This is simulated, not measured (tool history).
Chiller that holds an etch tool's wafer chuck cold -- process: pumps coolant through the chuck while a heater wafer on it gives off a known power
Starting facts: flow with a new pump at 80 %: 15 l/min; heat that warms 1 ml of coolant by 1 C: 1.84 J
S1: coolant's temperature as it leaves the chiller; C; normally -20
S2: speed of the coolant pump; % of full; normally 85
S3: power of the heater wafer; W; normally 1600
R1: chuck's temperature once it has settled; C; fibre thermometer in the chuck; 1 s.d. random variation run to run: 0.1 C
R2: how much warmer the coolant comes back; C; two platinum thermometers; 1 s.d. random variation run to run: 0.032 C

{"run": 1, "hour": 0.0, "S1": -20, "S2": 85, "S3": 1600, "R1": 1.2, "R2": 3.37}
{"run": 2, "hour": 42.0, "S1": -20, "S2": 85, "S3": 1600, "R1": 1.0, "R2": 3.42}
{"run": 3, "hour": 97.1, "S1": -20, "S2": 77, "S3": 1600, "R1": 2.6, "R2": 3.78}
{"run": 4, "hour": 149.6, "S1": -20, "S2": 85, "S3": 1600, "R1": 1.4, "R2": 3.41}
{"run": 5, "hour": 213.7, "S1": -20, "S2": 85, "S3": 1600, "R1": 1.2, "R2": 3.45}
{"run": 6, "hour": 278.6, "S1": -20, "S2": 85, "S3": 876, "R1": -8.1, "R2": 1.88}
{"hour": 334.4, "done": "coolant changed, channels flushed"}
{"run": 7, "hour": 340.7, "S1": -20, "S2": 80, "S3": 1600, "R1": 0.7, "R2": 3.63}
{"hour": 351.6, "done": "coolant pump overhauled"}
{"run": 8, "hour": 400.0, "S1": -20, "S2": 80, "S3": 922, "R1": -7.7, "R2": 2.14}
{"run": 9, "hour": 440.1, "S1": -20, "S2": 85, "S3": 871, "R1": -8.7, "R2": 1.9}
{"run": 10, "hour": 509.0, "S1": -20, "S2": 85, "S3": 871, "R1": -8.5, "R2": 1.92}
{"run": 11, "hour": 552.6, "S1": -20, "S2": 85, "S3": 871, "R1": -8.6, "R2": 1.92}
{"run": 12, "hour": 590.8, "S1": -24, "S2": 85, "S3": 1600, "R1": -3.5, "R2": 3.52}
{"run": 13, "hour": 620.0, "S1": -24, "S2": 85, "S3": 1600, "R1": -3.4, "R2": 3.51}
{"hour": 640.0, "done": "coolant pump overhauled, once more"}
{"run": 14, "hour": 675.7, "S1": -20, "S2": 63, "S3": 1780, "R1": 6.4, "R2": 4.86}
{"run": 15, "hour": 738.7, "S1": -13, "S2": 97, "S3": 945, "R1": -2.2, "R2": 1.71}
{"run": 16, "hour": 789.2, "S1": -24, "S2": 75, "S3": 1600, "R1": -2.6, "R2": 3.72}
{"run": 17, "hour": 824.8, "S1": -27, "S2": 85, "S3": 1159, "R1": -12.6, "R2": 2.38}
{"run": 18, "hour": 876.6, "S1": -16, "S2": 85, "S3": 1159, "R1": -1.8, "R2": 2.4}
{"run": 19, "hour": 928.6, "S1": -20, "S2": 72, "S3": 991, "R1": -6.1, "R2": 2.36}
{"run": 20, "hour": 960.0, "S1": -30, "S2": 99, "S3": 1803, "R1": -10.1, "R2": 3.19}
{"run": 21, "hour": 1000.8, "S1": -30, "S2": 99, "S3": 1803, "R1": -10.1, "R2": 3.23}
{"run": 22, "hour": 1043.2, "S1": -12, "S2": 71, "S3": 2105, "R1": 17.1, "R2": 5.18}
{"run": 23, "hour": 1090.7, "S1": -11, "S2": 72, "S3": 1604, "R1": 11.2, "R2": 3.86}
{"run": 24, "hour": 1153.4, "S1": -11, "S2": 72, "S3": 1604, "R1": 11.2, "R2": 3.95}

Here are 4 independent what-if runs from the current tool condition. What would each one return?
{"run": "A", "hour": 1183.6, "S1": -23, "S2": 70, "S3": 1600, "R1": "?", "R2": "?"}
{"run": "B", "hour": 1183.6, "S1": -12, "S2": 90, "S3": 1192, "R1": "?", "R2": "?"}
{"run": "C", "hour": 1183.6, "S1": -20, "S2": 89, "S3": 1600, "R1": "?", "R2": "?"}
{"run": "D", "hour": 1183.6, "S1": -20, "S2": 76, "S3": 1600, "R1": "?", "R2": "?"}

run=A R1=-0.5 R2=4.01
run=B R1=2.4 R2=2.36
run=C R1=-0.8 R2=3.16
run=D R1=1.5 R2=3.70
Without the tool's hidden state the same runs would have given:
run=A R1=-1.9 R2=3.98
run=B R1=1.2 R2=2.34
run=C R1=-2.1 R2=3.13
run=D R1=0.1 R2=3.68
